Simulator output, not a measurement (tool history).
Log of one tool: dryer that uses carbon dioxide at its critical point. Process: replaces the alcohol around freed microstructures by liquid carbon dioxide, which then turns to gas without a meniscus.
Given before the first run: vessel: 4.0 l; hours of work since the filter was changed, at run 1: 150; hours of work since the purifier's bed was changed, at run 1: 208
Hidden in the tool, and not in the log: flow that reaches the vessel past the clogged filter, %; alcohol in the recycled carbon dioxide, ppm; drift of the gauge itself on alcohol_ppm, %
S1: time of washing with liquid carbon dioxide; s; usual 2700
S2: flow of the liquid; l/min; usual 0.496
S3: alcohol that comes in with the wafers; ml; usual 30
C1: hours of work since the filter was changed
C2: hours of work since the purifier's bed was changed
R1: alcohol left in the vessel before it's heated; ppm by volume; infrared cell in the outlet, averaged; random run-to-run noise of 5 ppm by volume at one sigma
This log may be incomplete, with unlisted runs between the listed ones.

run	hour	S1	S2	S3	C1	C2	R1
1	0.0	2700	0.496	30	150	208	109
2	7.9	2700	0.496	30	154	213	115
3	15.0	2340	0.496	30	158	216	165
4	24.1	2940	0.496	30	162	221	89
5	34.0	2940	0.496	30	167	226	90
6	44.8	3600	0.496	30	173	232	81
7	51.9	2700	0.496	53	177	235	176
8	60.1	2700	0.496	53	181	240	181
9	71.8	2700	0.496	53	187	246	173
10	84.4	2700	0.496	53	194	252	173
11	96.3	2700	0.531	30	200	258	118
12	104.5	2700	0.374	30	204	262	286
13	115.1	2700	0.420	30	209	268	197
14	126.2	2700	0.420	30	215	274	216
15	133.9	2700	0.396	30	219	278	249
16	141.0	2700	0.396	30	223	281	244
17	153.2	2700	0.496	30	229	288	140
18	166.1	2700	0.496	30	236	294	140
19	172.5	4140	0.496	30	239	298	81
20	182.4	4140	0.496	30	244	303	85
21	190.7	4140	0.496	30	249	307	94
22	202.2	2700	0.496	32	254	313	161
23	209.4	2700	0.496	50	258	317	192
24	219.8	2700	0.496	50	264	322	197
25	231.8	1980	0.496	109	270	328	934
26	240.5	1800	0.756	30	274	333	144
27	245.8	1980	0.712	30	277	336	146
28	254.4	1980	0.712	30	281	340	149
29	259.9	3180	0.712	30	284	343	93
30	266.1	3840	0.712	40	288	346	94
31	276.6	1740	0.496	48	293	351	679
32	283.3	2700	0.449	27	296	355	214
33	290.5	2580	0.655	30	300	359	122
34	300.9	2880	0.336	39	305	364	467
35	312.8	2700	0.323	33	312	370	532
36	318.4	2700	0.323	33	315	373	514
37	329.4	2820	0.764	33	320	379	112
38	337.7	3900	0.496	24	325	383	121
39	346.2	3300	0.511	93	329	387	173
40	352.9	3300	0.511	93	332	391	182
41	365.0	3300	0.511	93	339	397	190
42	375.3	2700	0.511	21	344	403	155
43	388.0	2700	0.484	83	351	409	351
44	397.4	2160	0.496	108	355	414	834
45	407.3	2160	0.712	21	360	419	140
46	414.0	2040	0.778	30	364	423	152

Alternative continuations, all from the tool just after run 46; predict every row:
A	426.8	2520	0.320	109	371	429	?
B	426.8	2040	0.527	30	371	429	?
C	426.8	2160	0.519	29	371	429	?

run	R1
A	1970
B	327
C	286
What these runs would have given with no unlogged condition in the tool:
run	R1
A	1164
B	113
C	92
